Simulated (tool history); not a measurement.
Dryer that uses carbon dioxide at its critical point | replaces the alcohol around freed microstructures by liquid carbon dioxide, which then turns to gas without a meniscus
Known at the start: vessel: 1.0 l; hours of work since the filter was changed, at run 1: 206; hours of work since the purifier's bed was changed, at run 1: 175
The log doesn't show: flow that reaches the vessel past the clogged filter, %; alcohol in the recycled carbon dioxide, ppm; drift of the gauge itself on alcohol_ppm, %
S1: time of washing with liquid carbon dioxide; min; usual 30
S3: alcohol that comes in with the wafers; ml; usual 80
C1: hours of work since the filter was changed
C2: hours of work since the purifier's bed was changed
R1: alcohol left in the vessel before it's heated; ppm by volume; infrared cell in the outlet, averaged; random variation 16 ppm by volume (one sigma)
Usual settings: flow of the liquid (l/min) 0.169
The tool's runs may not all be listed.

{"run": 1, "hour": 0.0, "S1": 30, "flow of the liquid (l/min)": 0.169, "S3": 80, "C1": 206, "C2": 175, "R1": 1321}
{"run": 2, "hour": 5.4, "S1": 30, "flow of the liquid (l/min)": 0.169, "S3": 80, "C1": 208, "C2": 177, "R1": 1323}
{"run": 3, "hour": 15.3, "S1": 40, "flow of the liquid (l/min)": 0.169, "S3": 80, "C1": 212, "C2": 182, "R1": 347}
{"run": 4, "hour": 24.5, "S1": 30, "flow of the liquid (l/min)": 0.169, "S3": 38, "C1": 216, "C2": 186, "R1": 665}
{"run": 5, "hour": 30.7, "S1": 30, "flow of the liquid (l/min)": 0.169, "S3": 38, "C1": 219, "C2": 188, "R1": 649}
{"run": 6, "hour": 38.7, "S1": 30, "flow of the liquid (l/min)": 0.261, "S3": 38, "C1": 222, "C2": 192, "R1": 70}
{"run": 7, "hour": 48.4, "S1": 30, "flow of the liquid (l/min)": 0.261, "S3": 38, "C1": 226, "C2": 196, "R1": 66}
{"run": 8, "hour": 56.4, "S1": 30, "flow of the liquid (l/min)": 0.261, "S3": 38, "C1": 230, "C2": 199, "R1": 70}
{"run": 9, "hour": 61.2, "S1": 35, "flow of the liquid (l/min)": 0.169, "S3": 80, "C1": 232, "C2": 201, "R1": 695}
{"run": 10, "hour": 66.5, "S1": 21, "flow of the liquid (l/min)": 0.103, "S3": 73, "C1": 234, "C2": 203, "R1": 13436}
{"run": 11, "hour": 71.6, "S1": 21, "flow of the liquid (l/min)": 0.103, "S3": 73, "C1": 236, "C2": 206, "R1": 13940}
{"run": 12, "hour": 81.7, "S1": 37, "flow of the liquid (l/min)": 0.116, "S3": 73, "C1": 240, "C2": 210, "R1": 2545}
{"run": 13, "hour": 91.9, "S1": 36, "flow of the liquid (l/min)": 0.169, "S3": 29, "C1": 245, "C2": 214, "R1": 239}
{"run": 14, "hour": 102.6, "S1": 42, "flow of the liquid (l/min)": 0.191, "S3": 66, "C1": 249, "C2": 219, "R1": 115}
{"run": 15, "hour": 110.1, "S1": 42, "flow of the liquid (l/min)": 0.191, "S3": 66, "C1": 253, "C2": 222, "R1": 118}
{"run": 16, "hour": 115.1, "S1": 18, "flow of the liquid (l/min)": 0.216, "S3": 51, "C1": 255, "C2": 224, "R1": 2181}
{"run": 17, "hour": 119.8, "S1": 18, "flow of the liquid (l/min)": 0.216, "S3": 51, "C1": 257, "C2": 226, "R1": 2252}

Some steps in R1 between neighbouring runs. How much of each would the tool show without its hidden state too (settings, what came in, random variation), and how much is left for the hidden state, with any gauge scatter that isn't in both results?
Run 9 -> 10: S1 35 -> 21, flow of the liquid (l/min) 0.169 -> 0.103, S3 80 -> 73. R1 +12741 ppm by volume: hidden state +1503, all else +11238.

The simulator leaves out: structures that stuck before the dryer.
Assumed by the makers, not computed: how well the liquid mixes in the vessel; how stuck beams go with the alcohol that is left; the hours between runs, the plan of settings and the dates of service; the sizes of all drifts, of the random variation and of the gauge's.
